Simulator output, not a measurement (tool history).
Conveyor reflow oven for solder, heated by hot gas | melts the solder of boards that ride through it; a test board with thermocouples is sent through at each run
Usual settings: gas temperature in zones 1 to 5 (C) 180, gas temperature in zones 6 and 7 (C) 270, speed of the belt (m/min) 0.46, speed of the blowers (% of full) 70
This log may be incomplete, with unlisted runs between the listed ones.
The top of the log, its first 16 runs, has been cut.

run	hour	gas temperature in zones 1 to 5 (C)	gas temperature in zones 6 and 7 (C)	speed of the belt (m/min)	speed of the blowers (% of full)	highest temperature of the board (C)	time above the solder's melting point (s)
17	183.2	193	270	0.387	70	261.4	86
18	190.2	176	260	0.46	86	248.5	57.5
19	205.4	176	260	0.46	86	248.5	57.8
20	215.7	180	280	0.517	72	260.5	57.9
21	227.8	180	270	0.495	53	248.7	51.9
22	239.1	184	270	0.46	70	255.8	64.9
23	255	180	270	0.374	70	260.5	82.5
24	269.6	167	270	0.436	70	254.8	61.4
25	283.9	167	270	0.436	70	255	61.5
26	296.3	180	278	0.46	70	261.9	67
27	309.9	187	267	0.46	70	254	65.1
28	324.3	187	267	0.46	70	253.9	65
29	331.7	187	267	0.46	70	253.6	64.7
30	341.8	180	270	0.378	70	260.4	81.5

Predict each of these 5 candidate next runs independently; none follows another, all start after run 30:
A	355.2	172	270	0.378	70	?	?
B	355.2	170	272	0.378	53	?	?
C	355.2	180	282	0.447	70	?	?
D	355.2	180	271	0.401	70	?	?
E	355.2	180	269	0.511	70	?	?

run	highest temperature of the board (C)	time above the solder's melting point (s)
A	259.4	77.4
B	257.2	74.2
C	266.3	70.9
D	259.7	75.8
E	251.3	53.2
Stripped of hidden state, with their random variation kept, the same runs would have yielded:
run	highest temperature of the board (C)	time above the solder's melting point (s)
A	259.3	77.4
B	257.2	74.2
C	266.2	70.9
D	259.6	75.8
E	251.3	53.2
